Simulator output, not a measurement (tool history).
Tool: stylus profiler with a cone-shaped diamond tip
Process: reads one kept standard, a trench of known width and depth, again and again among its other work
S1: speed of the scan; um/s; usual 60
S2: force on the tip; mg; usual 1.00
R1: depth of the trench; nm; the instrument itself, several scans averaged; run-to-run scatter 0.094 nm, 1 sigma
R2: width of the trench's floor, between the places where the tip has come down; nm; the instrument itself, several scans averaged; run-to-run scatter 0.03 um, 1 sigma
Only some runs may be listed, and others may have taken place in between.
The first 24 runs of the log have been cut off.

{"run": 25, "day": 14.392, "S1": 60, "S2": 1.92, "R1": 202.16, "R2": 27520}
{"run": 26, "day": 14.942, "S1": 59, "S2": 1.59, "R1": 201.71, "R2": 27460}
{"run": 27, "day": 15.696, "S1": 25, "S2": 1.0, "R1": 201.35, "R2": 27600}
{"run": 28, "day": 16.375, "S1": 24, "S2": 2.05, "R1": 202.43, "R2": 27590}
{"run": 29, "day": 17.083, "S1": 61, "S2": 0.76, "R1": 201.05, "R2": 27250}
{"run": 30, "day": 17.746, "S1": 56, "S2": 0.73, "R1": 201.1, "R2": 27240}
{"run": 31, "day": 18.325, "S1": 15, "S2": 0.71, "R1": 200.88, "R2": 27510}
{"run": 32, "day": 18.983, "S1": 98, "S2": 0.96, "R1": 201.14, "R2": 27050}
{"run": 33, "day": 19.654, "S1": 60, "S2": 0.45, "R1": 200.51, "R2": 27020}
{"day": 19.738, "done": "height scale calibrated on a step standard"}
{"run": 34, "day": 20.104, "S1": 119, "S2": 2.77, "R1": 202.47, "R2": 27170}
{"run": 35, "day": 20.517, "S1": 119, "S2": 2.77, "R1": 202.66, "R2": 27260}
{"run": 36, "day": 21.246, "S1": 119, "S2": 2.77, "R1": 202.67, "R2": 27150}
{"run": 37, "day": 21.692, "S1": 25, "S2": 1.04, "R1": 201.0, "R2": 27450}
{"run": 38, "day": 22.175, "S1": 59, "S2": 1.74, "R1": 201.83, "R2": 27350}
{"run": 39, "day": 22.688, "S1": 197, "S2": 0.83, "R1": 200.98, "R2": 26220}
{"run": 40, "day": 23.146, "S1": 64, "S2": 0.5, "R1": 200.54, "R2": 27010}
{"run": 41, "day": 23.575, "S1": 47, "S2": 1.29, "R1": 201.32, "R2": 27370}
{"day": 24.088, "done": "height scale calibrated on a step standard, once more"}
{"run": 42, "day": 24.412, "S1": 64, "S2": 2.39, "R1": 202.87, "R2": 27270}
{"run": 43, "day": 25.096, "S1": 182, "S2": 0.86, "R1": 201.48, "R2": 26300}
{"run": 44, "day": 25.779, "S1": 182, "S2": 0.86, "R1": 201.56, "R2": 26220}
{"run": 45, "day": 26.638, "S1": 51, "S2": 0.75, "R1": 201.31, "R2": 27160}
{"run": 46, "day": 27.079, "S1": 51, "S2": 0.75, "R1": 201.2, "R2": 27230}
{"run": 47, "day": 27.75, "S1": 38, "S2": 2.63, "R1": 203.07, "R2": 27320}

Each row is a separate what-if for the run after 47, all from the same tool condition, not one after another. Results?
{"run": "A", "day": 28.633, "S1": 184, "S2": 2.22, "R1": "?", "R2": "?"}
{"run": "B", "day": 28.633, "S1": 43, "S2": 1.27, "R1": "?", "R2": "?"}
{"run": "C", "day": 28.633, "S1": 35, "S2": 0.65, "R1": "?", "R2": "?"}

run=A R1=202.56 R2=26700
run=B R1=201.84 R2=27260
run=C R1=201.09 R2=27200
Take away the tool's hidden state, keep each run's random variation, and the runs would have read:
run=A R1=202.58 R2=27450
run=B R1=201.86 R2=28010
run=C R1=201.11 R2=27950

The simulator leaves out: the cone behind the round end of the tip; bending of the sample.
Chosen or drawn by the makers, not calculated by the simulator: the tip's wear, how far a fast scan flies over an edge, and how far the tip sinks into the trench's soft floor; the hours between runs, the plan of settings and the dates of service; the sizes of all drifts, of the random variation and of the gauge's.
